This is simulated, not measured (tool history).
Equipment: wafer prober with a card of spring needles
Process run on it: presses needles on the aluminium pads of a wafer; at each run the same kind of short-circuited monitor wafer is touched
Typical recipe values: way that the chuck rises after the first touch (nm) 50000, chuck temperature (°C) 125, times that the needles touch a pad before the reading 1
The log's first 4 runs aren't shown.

run	hour	way that the chuck rises after the first touch (nm)	chuck temperature (°C)	times that the needles touch a pad before the reading	resistance of one needle with its contact and lead (mohm)	way that a needle slides on the pad (nm)
# hour 32.1: tips cleaned on abrasive film
5	36.7	50000	125	1	199	7280
# hour 39: tips cleaned on abrasive film
6	45.2	50000	39	1	215	7290
# hour 46.1: tips cleaned on abrasive film
7	50.7	33000	125	1	307	4500
# hour 53.3: tips cleaned on abrasive film
# hour 60: tips cleaned on abrasive film
8	62.6	33000	125	1	250	4640
# hour 66.9: tips cleaned on abrasive film
9	73.3	58000	125	1	199	8340
# hour 74.1: tips cleaned on abrasive film
# hour 81.6: tips cleaned on abrasive film
10	82.7	50000	125	1	164	7160
# hour 88.3: tips cleaned on abrasive film
11	91.5	50000	125	1	194	7220
# hour 95.4: tips cleaned on abrasive film
12	100.9	50000	125	1	210	7210
# hour 102.1: tips cleaned on abrasive film
# hour 108.8: tips cleaned on abrasive film
13	109.9	50000	125	1	161	7220
# hour 116: tips cleaned on abrasive film
14	120.5	50000	125	1	201	7310
# hour 123.2: tips cleaned on abrasive film
# hour 130.4: tips cleaned on abrasive film
15	130.7	50000	125	1	147	7240
16	136.9	50000	125	1	226	7310
# hour 137.7: tips cleaned on abrasive film
17	144.3	50000	125	1	230	7100
# hour 145.4: tips cleaned on abrasive film
# hour 152.4: tips cleaned on abrasive film
18	152.4	50000	98	1	138	7030

Run 19 comes next. What will it give?
19	157.9	50000	98	1	?	?

For run 19 the tool returned resistance of one needle with its contact and lead (mohm) 213, way that a needle slides on the pad (nm) 7030.
Take away the tool's hidden state, keep the run-to-run variation as it was, and the same run would have given resistance of one needle with its contact and lead (mohm) 125, way that a needle slides on the pad (nm) 7690.

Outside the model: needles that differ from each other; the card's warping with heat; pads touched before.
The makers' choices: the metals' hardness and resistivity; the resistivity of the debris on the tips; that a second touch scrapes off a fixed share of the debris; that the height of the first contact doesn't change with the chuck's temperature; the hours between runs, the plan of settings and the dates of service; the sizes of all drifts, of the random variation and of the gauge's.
